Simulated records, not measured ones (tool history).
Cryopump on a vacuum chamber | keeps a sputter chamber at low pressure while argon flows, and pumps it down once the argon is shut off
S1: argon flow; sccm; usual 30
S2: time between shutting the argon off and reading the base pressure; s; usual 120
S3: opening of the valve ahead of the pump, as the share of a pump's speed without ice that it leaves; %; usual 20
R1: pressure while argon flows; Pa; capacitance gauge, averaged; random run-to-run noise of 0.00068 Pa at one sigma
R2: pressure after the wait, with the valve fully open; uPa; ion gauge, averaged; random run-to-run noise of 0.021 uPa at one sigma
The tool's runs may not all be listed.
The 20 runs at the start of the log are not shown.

run     day  S1   S2  S3      R1    R2
 21  19.333  18  143  20  0.0698  0.33
 22  20.158  18  143  20  0.0703  0.29
 23  20.725  18  143  20  0.0685  0.32
 24  21.354  17  190  17  0.0787  0.33
 25  21.954  48  120  29  0.1302  0.36
 26  22.967  21  216  45  0.0364  0.30
 27  23.912  57  120  46  0.1001  0.39
 28  24.575  60   63  19  0.2458  0.55
 29  25.562  30  100  20  0.1168  0.41
 30  26.517  30  100  20  0.1162  0.40
 31  27.821  35  122  25  0.1101  0.35
 32  28.979  49  120  23  0.1676  0.41
 33  30.104  30  139  19  0.1250  0.40

Predict each of these 5 candidate next runs independently; none follows another, all start after run 33:
  A  31.258  14   28  34   ?   ?
  B  31.258  30   57  46   ?   ?
  C  31.258  30  139  36   ?   ?
  D  31.258  40  120  20   ?   ?
  E  31.258  18  120  37   ?   ?

run      R1    R2
  A  0.0332  1.00
  B  0.0540  0.63
  C  0.0673  0.41
  D  0.1582  0.42
  E  0.0394  0.37
With the hidden condition removed and each run's random variation left untouched, the same runs would have given:
run      R1    R2
  A  0.0315  0.91
  B  0.0505  0.53
  C  0.0639  0.32
  D  0.1536  0.33
  E  0.0373  0.28
